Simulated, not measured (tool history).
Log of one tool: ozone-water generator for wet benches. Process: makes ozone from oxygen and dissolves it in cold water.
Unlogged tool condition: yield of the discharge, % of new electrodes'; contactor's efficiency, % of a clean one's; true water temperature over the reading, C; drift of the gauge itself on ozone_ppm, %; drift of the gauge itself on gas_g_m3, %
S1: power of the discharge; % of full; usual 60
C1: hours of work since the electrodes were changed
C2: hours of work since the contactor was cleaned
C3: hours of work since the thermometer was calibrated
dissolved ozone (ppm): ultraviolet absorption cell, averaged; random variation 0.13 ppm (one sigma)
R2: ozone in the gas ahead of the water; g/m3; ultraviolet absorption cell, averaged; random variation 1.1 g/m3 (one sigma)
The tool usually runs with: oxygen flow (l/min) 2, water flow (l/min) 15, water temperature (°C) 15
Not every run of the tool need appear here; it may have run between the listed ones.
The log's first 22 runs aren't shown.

{"run": 23, "hour": 1364.2, "S1": 62, "oxygen flow (l/min)": 2, "water flow (l/min)": 15, "water temperature (°C)": 18, "C1": 1988, "C2": 6318, "C3": 2320, "dissolved ozone (ppm)": 13.8, "R2": 187.3}
{"run": 24, "hour": 1403.7, "S1": 62, "oxygen flow (l/min)": 2, "water flow (l/min)": 15, "water temperature (°C)": 18, "C1": 2016, "C2": 6346, "C3": 2348, "dissolved ozone (ppm)": 14, "R2": 186}
{"run": 25, "hour": 1476.5, "S1": 60, "oxygen flow (l/min)": 2, "water flow (l/min)": 14, "water temperature (°C)": 13, "C1": 2068, "C2": 6398, "C3": 2401, "dissolved ozone (ppm)": 14.8, "R2": 183}
{"run": 26, "hour": 1551.9, "S1": 60, "oxygen flow (l/min)": 1.19, "water flow (l/min)": 10, "water temperature (°C)": 15, "C1": 2122, "C2": 6452, "C3": 2455, "dissolved ozone (ppm)": 18.1, "R2": 244.1}
{"run": 27, "hour": 1590.3, "S1": 67, "oxygen flow (l/min)": 2, "water flow (l/min)": 15, "water temperature (°C)": 19, "C1": 2150, "C2": 6480, "C3": 2482, "dissolved ozone (ppm)": 14.5, "R2": 197.3}
{"run": 28, "hour": 1670.8, "S1": 67, "oxygen flow (l/min)": 1.49, "water flow (l/min)": 12, "water temperature (°C)": 8, "C1": 2207, "C2": 6537, "C3": 2540, "dissolved ozone (ppm)": 18.6, "R2": 234.6}
{"run": 29, "hour": 1720.0, "S1": 60, "oxygen flow (l/min)": 2, "water flow (l/min)": 19, "water temperature (°C)": 11, "C1": 2243, "C2": 6573, "C3": 2575, "dissolved ozone (ppm)": 11.4, "R2": 180.6}
{"run": 30, "hour": 1790.5, "S1": 60, "oxygen flow (l/min)": 2.6, "water flow (l/min)": 15, "water temperature (°C)": 15, "C1": 2293, "C2": 6623, "C3": 2625, "dissolved ozone (ppm)": 14.1, "R2": 155.4}
{"run": 31, "hour": 1863.0, "S1": 60, "oxygen flow (l/min)": 2.6, "water flow (l/min)": 15, "water temperature (°C)": 15, "C1": 2345, "C2": 6675, "C3": 2677, "dissolved ozone (ppm)": 14.3, "R2": 155.8}
{"run": 32, "hour": 1923.6, "S1": 60, "oxygen flow (l/min)": 2.6, "water flow (l/min)": 13, "water temperature (°C)": 19, "C1": 2388, "C2": 6718, "C3": 2720, "dissolved ozone (ppm)": 15.3, "R2": 155.2}
{"run": 33, "hour": 1978.6, "S1": 60, "oxygen flow (l/min)": 2.6, "water flow (l/min)": 13, "water temperature (°C)": 19, "C1": 2427, "C2": 6757, "C3": 2760, "dissolved ozone (ppm)": 14.9, "R2": 154.3}
{"run": 34, "hour": 2015.5, "S1": 60, "oxygen flow (l/min)": 2.6, "water flow (l/min)": 13, "water temperature (°C)": 19, "C1": 2454, "C2": 6784, "C3": 2786, "dissolved ozone (ppm)": 15.2, "R2": 155}

Forecast each of these 3 alternatives for the next run:
{"run": "A", "hour": 2066.6, "S1": 60, "oxygen flow (l/min)": 2.89, "water flow (l/min)": 15, "water temperature (°C)": 9, "C1": 2490, "C2": 6820, "C3": 2823, "dissolved ozone (ppm)": "?", "R2": "?"}
{"run": "B", "hour": 2066.6, "S1": 60, "oxygen flow (l/min)": 3.18, "water flow (l/min)": 14, "water temperature (°C)": 7, "C1": 2490, "C2": 6820, "C3": 2823, "dissolved ozone (ppm)": "?", "R2": "?"}
{"run": "C", "hour": 2066.6, "S1": 60, "oxygen flow (l/min)": 2, "water flow (l/min)": 14, "water temperature (°C)": 15, "C1": 2490, "C2": 6820, "C3": 2823, "dissolved ozone (ppm)": "?", "R2": "?"}

run=A dissolved_ozone_(ppm)=15.3 R2=144.7
run=B dissolved_ozone_(ppm)=16.5 R2=138
run=C dissolved_ozone_(ppm)=14.6 R2=181.2
Had the tool no hidden state, the same runs would have come out as:
run=A dissolved_ozone_(ppm)=16.2 R2=150
run=B dissolved_ozone_(ppm)=17.5 R2=143
run=C dissolved_ozone_(ppm)=15.5 R2=187.8
